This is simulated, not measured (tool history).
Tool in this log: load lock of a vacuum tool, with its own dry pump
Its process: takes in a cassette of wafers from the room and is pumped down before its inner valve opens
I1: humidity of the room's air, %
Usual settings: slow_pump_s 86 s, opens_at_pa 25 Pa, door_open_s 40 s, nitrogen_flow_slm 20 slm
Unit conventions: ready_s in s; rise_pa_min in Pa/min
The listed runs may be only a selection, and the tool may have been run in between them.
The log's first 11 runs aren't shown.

run 12 hour=1358.9 | slow_pump_s=86 opens_at_pa=25 door_open_s=58 nitrogen_flow_slm=20 | I1=43.7 | ready_s=166.3 rise_pa_min=0.204
run 13 hour=1493 | slow_pump_s=86 opens_at_pa=25 door_open_s=40 nitrogen_flow_slm=20 | I1=45.5 | ready_s=168.3 rise_pa_min=0.204
run 14 hour=1655.3 | slow_pump_s=86 opens_at_pa=25 door_open_s=40 nitrogen_flow_slm=20 | I1=49.5 | ready_s=168.9 rise_pa_min=0.209
run 15 hour=1731.5 | slow_pump_s=86 opens_at_pa=25 door_open_s=40 nitrogen_flow_slm=20 | I1=46.2 | ready_s=167.4 rise_pa_min=0.205
run 16 hour=1815 | slow_pump_s=86 opens_at_pa=25 door_open_s=40 nitrogen_flow_slm=20 | I1=45.9 | ready_s=166.6 rise_pa_min=0.21
run 17 hour=1920.8 | slow_pump_s=82 opens_at_pa=25 door_open_s=132 nitrogen_flow_slm=30 | I1=46.5 | ready_s=164.1 rise_pa_min=0.233
run 18 hour=2017.3 | slow_pump_s=82 opens_at_pa=25 door_open_s=132 nitrogen_flow_slm=30 | I1=46.8 | ready_s=164.3 rise_pa_min=0.224
run 19 hour=2149.8 | slow_pump_s=61 opens_at_pa=43 door_open_s=27 nitrogen_flow_slm=20 | I1=46 | ready_s=139.7 rise_pa_min=0.207
run 20 hour=2260.9 | slow_pump_s=90 opens_at_pa=30 door_open_s=52 nitrogen_flow_slm=15 | I1=41.9 | ready_s=171 rise_pa_min=0.22
run 21 hour=2418.4 | slow_pump_s=90 opens_at_pa=30 door_open_s=52 nitrogen_flow_slm=15 | I1=43.3 | ready_s=169.9 rise_pa_min=0.229
run 22 hour=2493.3 | slow_pump_s=72 opens_at_pa=33 door_open_s=90 nitrogen_flow_slm=5 | I1=44.8 | ready_s=154.9 rise_pa_min=0.252
run 23 hour=2613.5 | slow_pump_s=99 opens_at_pa=27 door_open_s=42 nitrogen_flow_slm=36 | I1=46.2 | ready_s=177.1 rise_pa_min=0.221
run 24 hour=2712.3 | slow_pump_s=86 opens_at_pa=29 door_open_s=40 nitrogen_flow_slm=42 | I1=43.5 | ready_s=168.1 rise_pa_min=0.22
run 25 hour=2811.6 | slow_pump_s=86 opens_at_pa=39 door_open_s=40 nitrogen_flow_slm=5 | I1=42.1 | ready_s=161.1 rise_pa_min=0.234
run 26 hour=2964.5 | slow_pump_s=74 opens_at_pa=25 door_open_s=40 nitrogen_flow_slm=6 | I1=47.1 | ready_s=157.6 rise_pa_min=0.238
run 27 hour=3089.9 | slow_pump_s=82 opens_at_pa=47 door_open_s=83 nitrogen_flow_slm=16 | I1=42.1 | ready_s=157.9 rise_pa_min=0.248
run 28 hour=3218.5 | slow_pump_s=82 opens_at_pa=47 door_open_s=83 nitrogen_flow_slm=16 | I1=42.6 | ready_s=156.1 rise_pa_min=0.249
run 29 hour=3343 | slow_pump_s=73 opens_at_pa=25 door_open_s=96 nitrogen_flow_slm=20 | I1=44.8 | ready_s=157 rise_pa_min=0.263
run 30 hour=3476.7 | slow_pump_s=73 opens_at_pa=25 door_open_s=96 nitrogen_flow_slm=20 | I1=44.1 | ready_s=158.7 rise_pa_min=0.26
run 31 hour=3565.5 | slow_pump_s=86 opens_at_pa=39 door_open_s=116 nitrogen_flow_slm=20 | I1=45.7 | ready_s=163.8 rise_pa_min=0.272

Each row is a separate what-if for the run after 31, all from the same tool condition, not one after another. Results?
run A hour=3722.2 | slow_pump_s=108 opens_at_pa=25 door_open_s=78 nitrogen_flow_slm=7 | I1=43.2 | ready_s=? rise_pa_min=?
run B hour=3722.2 | slow_pump_s=95 opens_at_pa=27 door_open_s=126 nitrogen_flow_slm=20 | I1=44 | ready_s=? rise_pa_min=?
run C hour=3722.2 | slow_pump_s=99 opens_at_pa=39 door_open_s=232 nitrogen_flow_slm=11 | I1=47.5 | ready_s=? rise_pa_min=?

run=A ready_s=188.6 rise_pa_min=0.268
run=B ready_s=177 rise_pa_min=0.27
run=C ready_s=175.3 rise_pa_min=0.312
Without the tool's hidden state the same runs would have given:
run=A ready_s=184.4 rise_pa_min=0.052
run=B ready_s=172.7 rise_pa_min=0.051
run=C ready_s=171.5 rise_pa_min=0.091
